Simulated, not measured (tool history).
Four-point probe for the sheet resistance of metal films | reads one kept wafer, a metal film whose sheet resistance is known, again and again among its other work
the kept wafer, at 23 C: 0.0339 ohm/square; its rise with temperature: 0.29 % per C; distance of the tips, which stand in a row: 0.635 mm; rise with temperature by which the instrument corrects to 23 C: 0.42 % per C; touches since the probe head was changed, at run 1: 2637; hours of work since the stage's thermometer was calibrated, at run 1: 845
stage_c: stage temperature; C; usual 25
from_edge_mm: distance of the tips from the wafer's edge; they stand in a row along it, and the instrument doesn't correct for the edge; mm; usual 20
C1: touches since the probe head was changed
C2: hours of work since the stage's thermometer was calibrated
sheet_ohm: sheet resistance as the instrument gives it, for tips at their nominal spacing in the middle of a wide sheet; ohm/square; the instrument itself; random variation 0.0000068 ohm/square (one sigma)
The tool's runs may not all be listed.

{"run": 1, "day": 0.0, "stage_c": 25, "from_edge_mm": 20, "C1": 2637, "C2": 845, "sheet_ohm": 0.033835}
{"run": 2, "day": 0.525, "stage_c": 25, "from_edge_mm": 20, "C1": 3180, "C2": 854, "sheet_ohm": 0.033842}
{"run": 3, "day": 1.129, "stage_c": 25, "from_edge_mm": 20, "C1": 3810, "C2": 865, "sheet_ohm": 0.033836}
{"run": 4, "day": 1.812, "stage_c": 25, "from_edge_mm": 20, "C1": 4519, "C2": 877, "sheet_ohm": 0.033823}
{"run": 5, "day": 2.771, "stage_c": 25, "from_edge_mm": 20, "C1": 5515, "C2": 894, "sheet_ohm": 0.033826}
{"run": 6, "day": 3.742, "stage_c": 25, "from_edge_mm": 20, "C1": 6522, "C2": 911, "sheet_ohm": 0.033826}
{"run": 7, "day": 4.188, "stage_c": 22, "from_edge_mm": 20, "C1": 6984, "C2": 919, "sheet_ohm": 0.033961}
{"run": 8, "day": 5.15, "stage_c": 22, "from_edge_mm": 20, "C1": 7983, "C2": 935, "sheet_ohm": 0.033976}
{"run": 9, "day": 5.721, "stage_c": 35, "from_edge_mm": 54, "C1": 8575, "C2": 945, "sheet_ohm": 0.033409}
{"run": 10, "day": 6.338, "stage_c": 35, "from_edge_mm": 54, "C1": 9215, "C2": 956, "sheet_ohm": 0.033419}
{"run": 11, "day": 7.308, "stage_c": 35, "from_edge_mm": 12, "C1": 10225, "C2": 973, "sheet_ohm": 0.033467}
{"run": 12, "day": 7.871, "stage_c": 21, "from_edge_mm": 7, "C1": 10810, "C2": 983, "sheet_ohm": 0.034151}
{"run": 13, "day": 8.9, "stage_c": 22, "from_edge_mm": 38, "C1": 11877, "C2": 1001, "sheet_ohm": 0.033942}

Forecast each of these 3 alternatives for the next run:
{"run": "A", "day": 9.571, "stage_c": 21, "from_edge_mm": 14, "C1": 12572, "C2": 1013, "sheet_ohm": "?"}
{"run": "B", "day": 9.571, "stage_c": 28, "from_edge_mm": 18, "C1": 12572, "C2": 1013, "sheet_ohm": "?"}
{"run": "C", "day": 9.571, "stage_c": 18, "from_edge_mm": 6, "C1": 12572, "C2": 1013, "sheet_ohm": "?"}

run=A sheet_ohm=0.034026
run=B sheet_ohm=0.033701
run=C sheet_ohm=0.034324
Without the tool's hidden state the same runs would have given:
run=A sheet_ohm=0.034025
run=B sheet_ohm=0.033699
run=C sheet_ohm=0.034322
